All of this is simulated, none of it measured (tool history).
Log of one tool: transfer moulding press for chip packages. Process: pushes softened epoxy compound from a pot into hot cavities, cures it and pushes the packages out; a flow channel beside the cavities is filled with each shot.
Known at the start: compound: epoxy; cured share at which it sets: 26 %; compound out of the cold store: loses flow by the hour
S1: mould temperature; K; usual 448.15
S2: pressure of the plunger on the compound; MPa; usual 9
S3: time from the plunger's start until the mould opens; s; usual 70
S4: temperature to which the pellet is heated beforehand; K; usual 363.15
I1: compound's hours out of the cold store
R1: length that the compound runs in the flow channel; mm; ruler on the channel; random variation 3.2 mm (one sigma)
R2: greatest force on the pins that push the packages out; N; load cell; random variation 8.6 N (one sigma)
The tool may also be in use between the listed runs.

{"run": 1, "hour": 0.0, "S1": 448.15, "S2": 9, "S3": 70, "S4": 363.15, "I1": 47.6, "R1": 700, "R2": 348}
{"hour": 16.5, "done": "cavities cleaned with cleaning compound and waxed"}
{"run": 2, "hour": 22.7, "S1": 448.15, "S2": 8.09, "S3": 70, "S4": 363.15, "I1": 13.8, "R1": 745, "R2": 380}
{"run": 3, "hour": 51.3, "S1": 448.15, "S2": 8.09, "S3": 70, "S4": 363.15, "I1": 23.6, "R1": 723, "R2": 374}
{"run": 4, "hour": 76.6, "S1": 448.15, "S2": 8.09, "S3": 70, "S4": 363.15, "I1": 15.1, "R1": 747, "R2": 369}
{"hour": 103.4, "done": "cavities cleaned with cleaning compound and waxed"}
{"run": 5, "hour": 107.3, "S1": 443.15, "S2": 8.09, "S3": 70, "S4": 363.15, "I1": 40.7, "R1": 684, "R2": 500}
{"run": 6, "hour": 142.3, "S1": 448.15, "S2": 9, "S3": 70, "S4": 363.15, "I1": 16.2, "R1": 776, "R2": 367}
{"run": 7, "hour": 174.9, "S1": 448.15, "S2": 9, "S3": 70, "S4": 363.15, "I1": 20.5, "R1": 767, "R2": 385}
{"hour": 189.5, "done": "cavities cleaned with cleaning compound and waxed"}
{"run": 8, "hour": 223.1, "S1": 448.15, "S2": 9, "S3": 70, "S4": 363.15, "I1": 21.7, "R1": 768, "R2": 373}
{"run": 9, "hour": 262.9, "S1": 448.15, "S2": 9, "S3": 70, "S4": 363.15, "I1": 24.4, "R1": 759, "R2": 377}
{"hour": 273.5, "done": "plunger's sealing rings changed"}
{"hour": 277.7, "done": "cavities cleaned with cleaning compound and waxed"}
{"hour": 288.6, "done": "mould's thermocouples calibrated"}
{"run": 10, "hour": 289.7, "S1": 448.15, "S2": 9, "S3": 70, "S4": 363.15, "I1": 32.7, "R1": 740, "R2": 360}
{"run": 11, "hour": 318.4, "S1": 448.15, "S2": 10.62, "S3": 70, "S4": 363.15, "I1": 22.3, "R1": 832, "R2": 368}
{"hour": 365.7, "done": "cavities cleaned with cleaning compound and waxed"}
{"run": 12, "hour": 365.7, "S1": 448.15, "S2": 10.62, "S3": 70, "S4": 363.15, "I1": 22.5, "R1": 829, "R2": 366}
{"run": 13, "hour": 412.8, "S1": 448.15, "S2": 10.62, "S3": 70, "S4": 363.15, "I1": 30.1, "R1": 807, "R2": 366}
{"hour": 450.2, "done": "cavities cleaned with cleaning compound and waxed"}
{"run": 14, "hour": 461.2, "S1": 448.15, "S2": 10.62, "S3": 70, "S4": 363.15, "I1": 9.7, "R1": 865, "R2": 380}
{"run": 15, "hour": 484.4, "S1": 448.15, "S2": 7.43, "S3": 70, "S4": 363.15, "I1": 39.3, "R1": 660, "R2": 370}
{"run": 16, "hour": 507.1, "S1": 448.15, "S2": 7.43, "S3": 70, "S4": 363.15, "I1": 10, "R1": 725, "R2": 373}
{"hour": 535.2, "done": "cavities cleaned with cleaning compound and waxed"}
{"run": 17, "hour": 555.0, "S1": 448.15, "S2": 7.43, "S3": 70, "S4": 372.15, "I1": 37.7, "R1": 660, "R2": 354}
{"run": 18, "hour": 594.9, "S1": 453.15, "S2": 9.37, "S3": 70, "S4": 360.15, "I1": 15.9, "R1": 787, "R2": 273}
{"run": 19, "hour": 616.0, "S1": 454.15, "S2": 6.82, "S3": 95, "S4": 370.15, "I1": 21, "R1": 658, "R2": 235}
{"hour": 620.2, "done": "cavities cleaned with cleaning compound and waxed"}
{"run": 20, "hour": 659.0, "S1": 448.15, "S2": 9, "S3": 70, "S4": 366.15, "I1": 11.5, "R1": 793, "R2": 383}
{"run": 21, "hour": 698.7, "S1": 448.15, "S2": 8.48, "S3": 70, "S4": 363.15, "I1": 40.4, "R1": 702, "R2": 368}
{"hour": 704.7, "done": "cavities cleaned with cleaning compound and waxed"}
{"run": 22, "hour": 725.6, "S1": 448.15, "S2": 9, "S3": 73, "S4": 363.15, "I1": 43.2, "R1": 706, "R2": 328}
{"hour": 740.6, "done": "plunger's sealing rings changed"}
{"run": 23, "hour": 766.2, "S1": 448.15, "S2": 9, "S3": 73, "S4": 363.15, "I1": 38.3, "R1": 718, "R2": 335}
{"hour": 791.9, "done": "cavities cleaned with cleaning compound and waxed"}
{"run": 24, "hour": 814.4, "S1": 451.15, "S2": 10.2, "S3": 78, "S4": 363.15, "I1": 28, "R1": 793, "R2": 263}
{"run": 25, "hour": 849.7, "S1": 443.15, "S2": 7.45, "S3": 52, "S4": 355.15, "I1": 25.7, "R1": 696, "R2": 1045}
{"hour": 877.0, "done": "cavities cleaned with cleaning compound and waxed"}
{"run": 26, "hour": 877.0, "S1": 448.15, "S2": 9, "S3": 70, "S4": 363.15, "I1": 38.3, "R1": 726, "R2": 370}
{"run": 27, "hour": 909.8, "S1": 448.15, "S2": 9, "S3": 70, "S4": 363.15, "I1": 26.2, "R1": 753, "R2": 385}
{"run": 28, "hour": 957.0, "S1": 448.15, "S2": 9, "S3": 82, "S4": 369.15, "I1": 31.6, "R1": 742, "R2": 283}
{"hour": 961.8, "done": "cavities cleaned with cleaning compound and waxed"}
{"run": 29, "hour": 998.3, "S1": 448.15, "S2": 9, "S3": 82, "S4": 369.15, "I1": 39.9, "R1": 719, "R2": 277}

The same runs without the tool's hidden state, with the same run-to-run variation:
The hidden state here: true mould temperature over the reading, C; pressure that reaches the compound, % of what is set; grip of the stained cavities, % over clean ones'; drift of the gauge itself on flow_mm, %; drift of the gauge itself on push_out_n, %.
run=1 R2=344
run=2 R2=380
run=3 R2=372
run=4 R2=365
run=5 R2=500
run=6 R2=364
run=7 R2=380
run=8 R2=370
run=9 R2=372
run=10 R2=358
run=11 R2=364
run=12 R2=365
run=13 R2=362
run=14 R2=378
run=15 R2=367
run=16 R2=368
run=17 R2=352
run=18 R2=270
run=19 R2=232
run=20 R2=379
run=21 R2=363
run=22 R2=326
run=23 R2=331
run=24 R2=262
run=25 R2=1032
run=26 R2=370
run=27 R2=382
run=28 R2=279
run=29 R2=275
R1: within 1 mm of the measured result in every run.
